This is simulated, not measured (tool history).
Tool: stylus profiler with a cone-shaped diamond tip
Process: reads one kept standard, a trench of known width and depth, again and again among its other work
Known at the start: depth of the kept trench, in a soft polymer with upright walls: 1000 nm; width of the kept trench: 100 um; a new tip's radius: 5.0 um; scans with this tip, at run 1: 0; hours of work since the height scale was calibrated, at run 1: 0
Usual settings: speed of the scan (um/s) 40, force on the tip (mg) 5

run	day	speed of the scan (um/s)	force on the tip (mg)	scans with this tip	hours of work since the height scale was calibrated	depth of the trench (Å)	width of the trench's floor (nm)
1	0	40	5	0	0	10226.5	93810
2	1.996	40	6.92	456	38	10279.1	93920
3	3.054	13	5	697	58	10225.8	93900
4	4.267	13	5	974	81	10228	93960
5	6.371	86	5	1455	122	10224.1	93710
6	7.6	86	5	1735	145	10227.3	93730
7	9.642	86	5	2201	184	10226.1	93700
8	11.717	86	5	2674	224	10225.5	93720
9	13	86	5	2967	248	10221.2	93770
10	14.679	86	5	3350	280	10222.6	93680
11	16.458	44	5	3756	314	10225.6	93860
12	18.062	44	5	4122	345	10224.1	93840
13	20.275	44	5	4627	387	10229.7	93920
14	22.362	40	3.54	5104	427	10176.6	93850
15	24.825	40	13.62	5666	474	10435.8	93920
16	26.804	40	13.62	6117	512	10438.5	93920
17	28.067	40	13.62	6405	536	10442.9	93890
18	30.417	40	13.62	6942	581	10439.5	93830
19	31.65	12	12.75	7223	604	10420.9	93960
20	32.817	34	5	7489	627	10227.5	93890
21	34.8	16	7.02	7941	664	10283.3	93920
22	36.975	18	3.37	8438	706	10173.5	93950
23	38.225	18	3.37	8723	730	10170	93900
24	39.925	18	3.37	9111	762	10172.8	93920
25	42.183	154	12.24	9627	805	10410.8	93670
26	43.525	10	5	9932	831	10224.7	93960

The next listed run, before its measurement:
27	44.65	14	1.93	10189	853	?	?

Run 27 gave depth of the trench (Å) 10117.4, width of the trench's floor (nm) 93980.
Without the tool's hidden state the same run would have given depth of the trench (Å) 10117.7, width of the trench's floor (nm) 94000.
